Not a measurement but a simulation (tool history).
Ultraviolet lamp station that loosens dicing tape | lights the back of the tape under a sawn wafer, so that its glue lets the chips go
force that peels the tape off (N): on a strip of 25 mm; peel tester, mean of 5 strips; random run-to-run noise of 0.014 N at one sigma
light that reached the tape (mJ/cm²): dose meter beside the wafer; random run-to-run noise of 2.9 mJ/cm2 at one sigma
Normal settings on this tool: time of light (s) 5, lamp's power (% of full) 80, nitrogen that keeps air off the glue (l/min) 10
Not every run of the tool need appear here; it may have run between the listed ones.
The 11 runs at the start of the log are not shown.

run,hour,time of light (s),lamp's power (% of full),nitrogen that keeps air off the glue (l/min),force that peels the tape off (N),light that reached the tape (mJ/cm²)
12,327.2,5,80,10,1.012,338
13,345.3,5,68,10,1.396,280
14,381.9,5,80,10,1.055,330
15,420.0,5,80,10,1.085,324
16,437.3,5,80,10,1.135,321
17,464.3,5,80,10,1.184,312
18,492.4,5,80,10,1.210,316
19,532.3,5,80,14,1.003,306
20,552.9,5,94,4,1.631,351
21,574.0,5,94,4,1.614,351
22,592.0,3,99,16,1.800,221
23,629.1,2,98,5,4.384,142
24,648.3,4,66,5,3.453,191
25,665.7,4,66,5,3.438,189
26,708.2,10,76,4,0.715,534
# hour 713.0: window cleaned of glue's vapour
27,739.7,10,76,4,0.589,595
28,770.0,3,76,11,2.802,171
29,800.4,3,65,16,3.166,142
30,840.7,7,65,9,1.055,334
31,868.5,3,64,6,4.413,139
32,890.4,10,83,7,0.379,602
33,912.9,2,80,19,3.878,114
34,956.0,6,61,13,1.514,252

4 ways to go on from here, each from the tool as it stands after run 34. What would each give?
A,994.9,3,90,10,?,?
B,994.9,5,81,10,?,?
C,994.9,5,80,8,?,?
D,994.9,5,72,4,?,?

run,force that peels the tape off (N),light that reached the tape (mJ/cm²)
A,2.786,184
B,1.455,277
C,1.723,271
D,2.732,247
Without the tool's hidden state the same runs would have given:
run,force that peels the tape off (N),light that reached the tape (mJ/cm²)
A,1.421,286
B,0.607,427
C,0.736,419
D,1.389,382
